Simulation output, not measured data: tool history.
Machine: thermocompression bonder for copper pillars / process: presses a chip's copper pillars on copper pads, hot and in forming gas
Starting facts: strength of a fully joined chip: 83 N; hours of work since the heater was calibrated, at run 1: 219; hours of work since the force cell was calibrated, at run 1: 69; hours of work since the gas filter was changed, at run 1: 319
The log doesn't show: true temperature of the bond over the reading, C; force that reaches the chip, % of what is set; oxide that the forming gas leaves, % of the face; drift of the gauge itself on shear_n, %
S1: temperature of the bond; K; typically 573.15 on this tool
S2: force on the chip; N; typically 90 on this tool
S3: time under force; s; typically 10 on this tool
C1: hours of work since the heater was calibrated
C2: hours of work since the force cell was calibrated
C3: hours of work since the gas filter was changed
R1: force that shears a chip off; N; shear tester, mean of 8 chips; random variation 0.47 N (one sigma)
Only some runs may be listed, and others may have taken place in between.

run   hour      S1   S2  S3   C1   C2   C3    R1
  1    0.0  573.15   90  10  219   69  319  51.5
       3.4  -- forming gas filter changed
  2   12.5  573.15   90  10  225   75    4  55.5
  3   26.4  559.15   90  10  231   81   11  51.1
  4   34.5  568.15   90  10  235   85   14  54.5
  5   43.1  573.15   90  10  239   89   19  55.0
  6   55.1  573.15   90  10  244   94   24  54.9
  7   64.5  573.15   90  10  249   99   28  55.5
  8   76.0  561.15   90  10  254  104   34  51.6
  9   87.7  573.15   90  10  260  110   39  55.4
 10  101.3  552.15   90  10  266  116   46  47.8
 11  109.3  552.15   90  10  270  120   49  48.8
 12  119.0  552.15   90  10  274  124   54  48.3
 13  128.7  573.15   90  10  279  129   58  55.0
 14  142.2  594.15   84   9  285  135   65  58.0
 15  152.7  594.15   55   6  290  140   70  41.7
 16  165.9  588.15  103  10  296  146   76  63.1
 17  175.5  594.15   69  17  301  151   80  62.8
 18  185.6  594.15   68  22  305  155   85  66.0
 19  200.5  594.15   68  22  312  162   92  64.8
 20  208.9  547.15   67  20  316  166   96  49.0
 21  224.0  571.15   91  10  323  173  103  54.2
 22  231.8  571.15   91  10  327  177  107  54.8
 23  244.0  564.15   80  25  333  183  112  62.7
 24  257.4  564.15   80  25  339  189  118  61.9
 25  267.3  564.15   91  25  343  193  123  65.5
 26  279.5  564.15   75  18  349  199  129  55.9

Here are 4 independent what-if runs from the current tool condition. What would each one return?
  A  294.3  573.15  90   7  356  206  136   ?
  B  294.3  599.15  90  10  356  206  136   ?
  C  294.3  587.15  92  22  356  206  136   ?
  D  294.3  568.15  96   7  356  206  136   ?

run    R1
  A  49.8
  B  61.9
  C  69.1
  D  48.9
With the hidden condition removed and each run's random variation left untouched, the same runs would have given:
run    R1
  A  48.9
  B  61.8
  C  69.5
  D  48.0

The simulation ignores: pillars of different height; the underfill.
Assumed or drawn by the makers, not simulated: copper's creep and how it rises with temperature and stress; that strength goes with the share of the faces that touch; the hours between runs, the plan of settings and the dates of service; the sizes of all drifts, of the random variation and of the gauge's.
